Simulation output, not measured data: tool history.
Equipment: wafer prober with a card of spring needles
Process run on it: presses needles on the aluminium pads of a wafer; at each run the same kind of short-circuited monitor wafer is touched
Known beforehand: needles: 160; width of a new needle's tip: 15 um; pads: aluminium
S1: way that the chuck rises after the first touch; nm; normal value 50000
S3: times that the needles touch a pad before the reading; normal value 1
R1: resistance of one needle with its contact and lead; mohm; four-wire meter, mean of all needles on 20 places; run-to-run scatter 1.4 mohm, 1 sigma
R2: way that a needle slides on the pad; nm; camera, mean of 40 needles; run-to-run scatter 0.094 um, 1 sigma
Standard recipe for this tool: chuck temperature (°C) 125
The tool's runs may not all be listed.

run 1 hour=0 | S1=50000 chuck_temperature_(°C)=125 S3=1 | R1=121 R2=11110
run 2 hour=64.7 | S1=50000 chuck_temperature_(°C)=125 S3=1 | R1=116 R2=10960
run 3 hour=123.2 | S1=50000 chuck_temperature_(°C)=125 S3=1 | R1=118 R2=11070
run 4 hour=164.7 | S1=50000 chuck_temperature_(°C)=125 S3=2 | R1=118 R2=11050
run 5 hour=224.3 | S1=50000 chuck_temperature_(°C)=38 S3=2 | R1=106 R2=11090
run 6 hour=286.6 | S1=50000 chuck_temperature_(°C)=31 S3=2 | R1=105 R2=11040
run 7 hour=330.3 | S1=50000 chuck_temperature_(°C)=31 S3=2 | R1=106 R2=10960
run 8 hour=401.6 | S1=50000 chuck_temperature_(°C)=31 S3=2 | R1=109 R2=11020
run 9 hour=445 | S1=46000 chuck_temperature_(°C)=31 S3=2 | R1=109 R2=10210
run 10 hour=485 | S1=50000 chuck_temperature_(°C)=125 S3=1 | R1=118 R2=11010
run 11 hour=558.7 | S1=50000 chuck_temperature_(°C)=125 S3=1 | R1=121 R2=11030
run 12 hour=619.2 | S1=36000 chuck_temperature_(°C)=125 S3=1 | R1=123 R2=7910
run 13 hour=658.8 | S1=51000 chuck_temperature_(°C)=32 S3=1 | R1=105 R2=11350
run 14 hour=697 | S1=50000 chuck_temperature_(°C)=92 S3=1 | R1=115 R2=11090
run 15 hour=760.2 | S1=57000 chuck_temperature_(°C)=39 S3=1 | R1=106 R2=12470
run 16 hour=809.4 | S1=36000 chuck_temperature_(°C)=27 S3=1 | R1=108 R2=7930
run 17 hour=868.2 | S1=36000 chuck_temperature_(°C)=27 S3=1 | R1=109 R2=8030
run 18 hour=939.4 | S1=54000 chuck_temperature_(°C)=93 S3=3 | R1=113 R2=11910
run 19 hour=1015.9 | S1=38000 chuck_temperature_(°C)=46 S3=1 | R1=112 R2=8420
run 20 hour=1048.8 | S1=60000 chuck_temperature_(°C)=69 S3=1 | R1=109 R2=13070
run 21 hour=1090.6 | S1=50000 chuck_temperature_(°C)=107 S3=2 | R1=119 R2=11040

Missing from the log above: 140 entries noted between runs. For each, name the pair of listed runs it sits between and say how the tool's hidden condition differs from the listed run just before to the listed run just after:
Runs 1 to 2: tips cleaned on abrasive film (hour 3.5); tips cleaned on abrasive film (hour 12.1); tips cleaned on abrasive film (hour 20.6); tips cleaned on abrasive film (hour 29.2); tips cleaned on abrasive film (hour 37.8); tips cleaned on abrasive film (hour 46.3); tips cleaned on abrasive film (hour 54.9); tips cleaned on abrasive film (hour 63.5)
  debris on the tips, nm: 1.1 -> 0.6; way that the needles fall short of the set height, um: 0.02 -> 0.04; tips' diameter, um: 15.03 -> 15.04
Runs 2 to 3: tips cleaned on abrasive film (hour 71.6); tips cleaned on abrasive film (hour 78.4); tips cleaned on abrasive film (hour 87); tips cleaned on abrasive film (hour 95.6); tips cleaned on abrasive film (hour 102.4); tips cleaned on abrasive film (hour 111); tips cleaned on abrasive film (hour 119.6)
  debris on the tips, nm: 0.6 -> 1.2; way that the needles fall short of the set height, um: 0.04 -> 0.06; tips' diameter, um: 15.04 -> 15.05
Runs 3 to 4: tips cleaned on abrasive film (hour 126.7); tips cleaned on abrasive film (hour 135.2); tips cleaned on abrasive film (hour 143.8); tips cleaned on abrasive film (hour 152.4); tips cleaned on abrasive film (hour 159.2)
  debris on the tips, nm: 1.2 -> 1.4; way that the needles fall short of the set height, um: 0.06 -> 0.07
Runs 4 to 5: tips cleaned on abrasive film (hour 166.5); height of the first contact set anew (hour 171.8); tips cleaned on abrasive film (hour 173.6); tips cleaned on abrasive film (hour 182.2); tips cleaned on abrasive film (hour 190.8); tips cleaned on abrasive film (hour 199.3); tips cleaned on abrasive film (hour 207.9); tips cleaned on abrasive film (hour 216.5); tips cleaned on abrasive film (hour 224.3)
  debris on the tips, nm: 1.4 -> 0.1; way that the needles fall short of the set height, um: 0.07 -> 0.02; tips' diameter, um: 15.05 -> 15.06
Runs 5 to 6: tips cleaned on abrasive film (hour 232.9); tips cleaned on abrasive film (hour 239.7); tips cleaned on abrasive film (hour 248.3); tips cleaned on abrasive film (hour 256.9); tips cleaned on abrasive film (hour 263.7); tips cleaned on abrasive film (hour 270.6); tips cleaned on abrasive film (hour 279.2); tips cleaned on abrasive film (hour 286.6)
  debris on the tips, nm: 0.1 -> 0.2; way that the needles fall short of the set height, um: 0.02 -> 0.04; tips' diameter, um: 15.06 -> 15.07
Runs 6 to 7: tips cleaned on abrasive film (hour 293.4); tips cleaned on abrasive film (hour 302); tips cleaned on abrasive film (hour 310.6); tips cleaned on abrasive film (hour 319.1); tips cleaned on abrasive film (hour 327.7)
  debris on the tips, nm: 0.2 -> 1; way that the needles fall short of the set height, um: 0.04 -> 0.05
Runs 7 to 8: tips cleaned on abrasive film (hour 335.5); tips cleaned on abrasive film (hour 344); tips cleaned on abrasive film (hour 352.6); tips cleaned on abrasive film (hour 361.2); tips cleaned on abrasive film (hour 368); tips cleaned on abrasive film (hour 374.9); tips cleaned on abrasive film (hour 383.5); tips cleaned on abrasive film (hour 392); tips cleaned on abrasive film (hour 400.6)
  debris on the tips, nm: 1 -> 0.4; way that the needles fall short of the set height, um: 0.05 -> 0.07; tips' diameter, um: 15.07 -> 15.08
Runs 8 to 9: tips cleaned on abrasive film (hour 408.5); height of the first contact set anew (hour 408.8); tips cleaned on abrasive film (hour 417.4); tips cleaned on abrasive film (hour 425.9); tips cleaned on abrasive film (hour 432.8); tips cleaned on abrasive film (hour 441.4)
  debris on the tips, nm: 0.4 -> 1.1; way that the needles fall short of the set height, um: 0.07 -> 0.01
Runs 9 to 10: tips cleaned on abrasive film (hour 448.5); tips cleaned on abrasive film (hour 455.4); tips cleaned on abrasive film (hour 464); tips cleaned on abrasive film (hour 470.8); tips cleaned on abrasive film (hour 477.7); tips cleaned on abrasive film (hour 485)
  debris on the tips, nm: 1.1 -> 0.1; way that the needles fall short of the set height, um: 0.01 -> 0.02; tips' diameter, um: 15.08 -> 15.09
Runs 10 to 11: tips cleaned on abrasive film (hour 493.6); tips cleaned on abrasive film (hour 502.1); tips cleaned on abrasive film (hour 510.7); tips cleaned on abrasive film (hour 519.3); tips cleaned on abrasive film (hour 527.8); tips cleaned on abrasive film (hour 536.4); tips cleaned on abrasive film (hour 545); tips cleaned on abrasive film (hour 553.5)
  debris on the tips, nm: 0.1 -> 1.4; way that the needles fall short of the set height, um: 0.02 -> 0.04
Runs 11 to 12: tips cleaned on abrasive film (hour 560.5); tips cleaned on abrasive film (hour 569.1); tips cleaned on abrasive film (hour 575.9); tips cleaned on abrasive film (hour 584.5); tips cleaned on abrasive film (hour 593.1); tips cleaned on abrasive film (hour 601.6); tips cleaned on abrasive film (hour 610.2); tips cleaned on abrasive film (hour 617.1)
  debris on the tips, nm: 1.4 -> 0.7; way that the needles fall short of the set height, um: 0.04 -> 0.06; tips' diameter, um: 15.09 -> 15.1
Runs 12 to 13: tips cleaned on abrasive film (hour 624.4); tips cleaned on abrasive film (hour 633); tips cleaned on abrasive film (hour 639.9); height of the first contact set anew (hour 646.9); tips cleaned on abrasive film (hour 648.7); tips cleaned on abrasive film (hour 657.3)
  way that the needles fall short of the set height, um: 0.06 -> 0.01; tips' diameter, um: 15.1 -> 15.11
Runs 13 to 14: tips cleaned on abrasive film (hour 665.7); tips cleaned on abrasive film (hour 674.2); tips cleaned on abrasive film (hour 681.1); tips cleaned on abrasive film (hour 689.7); tips cleaned on abrasive film (hour 697)
  debris on the tips, nm: 0.7 -> 0.1; way that the needles fall short of the set height, um: 0.01 -> 0.02
Runs 14 to 15: tips cleaned on abrasive film (hour 705.6); tips cleaned on abrasive film (hour 714.2); tips cleaned on abrasive film (hour 721); tips cleaned on abrasive film (hour 729.6); tips cleaned on abrasive film (hour 738.2); tips cleaned on abrasive film (hour 746.7); tips cleaned on abrasive film (hour 755.3)
  debris on the tips, nm: 0.1 -> 1.4; way that the needles fall short of the set height, um: 0.02 -> 0.04; tips' diameter, um: 15.11 -> 15.12
Runs 15 to 16: tips cleaned on abrasive film (hour 763.7); tips cleaned on abrasive film (hour 772.2); tips cleaned on abrasive film (hour 780.8); tips cleaned on abrasive film (hour 789.4); tips cleaned on abrasive film (hour 797.9); tips cleaned on abrasive film (hour 806.5)
  debris on the tips, nm: 1.4 -> 1; way that the needles fall short of the set height, um: 0.04 -> 0.05
Runs 16 to 17: tips cleaned on abrasive film (hour 814.5); tips cleaned on abrasive film (hour 823.1); tips cleaned on abrasive film (hour 830); tips cleaned on abrasive film (hour 838.6); tips cleaned on abrasive film (hour 845.4); tips cleaned on abrasive film (hour 854); tips cleaned on abrasive film (hour 862.6)
  debris on the tips, nm: 1 -> 1.6; way that the needles fall short of the set height, um: 0.05 -> 0.07; tips' diameter, um: 15.12 -> 15.13
Runs 17 to 18: tips cleaned on abrasive film (hour 870); tips cleaned on abrasive film (hour 878.5); height of the first contact set anew (hour 883.9); tips cleaned on abrasive film (hour 885.7); tips cleaned on abrasive film (hour 894.3); tips cleaned on abrasive film (hour 902.8); tips cleaned on abrasive film (hour 909.7); tips cleaned on abrasive film (hour 916.6); tips cleaned on abrasive film (hour 925.1); tips cleaned on abrasive film (hour 932); tips cleaned on abrasive film (hour 939.4)
  debris on the tips, nm: 1.6 -> 0.1; way that the needles fall short of the set height, um: 0.07 -> 0.02; tips' diameter, um: 15.13 -> 15.14
Runs 18 to 19: tips cleaned on abrasive film (hour 946.3); tips cleaned on abrasive film (hour 953.2); tips cleaned on abrasive film (hour 961.8); tips cleaned on abrasive film (hour 968.6); tips cleaned on abrasive film (hour 977.2); tips cleaned on abrasive film (hour 985.8); tips cleaned on abrasive film (hour 992.6); tips cleaned on abrasive film (hour 1001.2); tips cleaned on abrasive film (hour 1009.8)
  debris on the tips, nm: 0.1 -> 1.6; way that the needles fall short of the set height, um: 0.02 -> 0.04; tips' diameter, um: 15.14 -> 15.15
Runs 19 to 20: tips cleaned on abrasive film (hour 1017.7); tips cleaned on abrasive film (hour 1026.2); tips cleaned on abrasive film (hour 1034.8); tips cleaned on abrasive film (hour 1041.7); tips cleaned on abrasive film (hour 1048.8)
  debris on the tips, nm: 1.6 -> 0.1; way that the needles fall short of the set height, um: 0.04 -> 0.06
Runs 20 to 21: tips cleaned on abrasive film (hour 1057.4); tips cleaned on abrasive film (hour 1064.2); tips cleaned on abrasive film (hour 1072.8); tips cleaned on abrasive film (hour 1081.4); tips cleaned on abrasive film (hour 1088.2)
  debris on the tips, nm: 0.1 -> 1; way that the needles fall short of the set height, um: 0.06 -> 0.07; tips' diameter, um: 15.15 -> 15.16
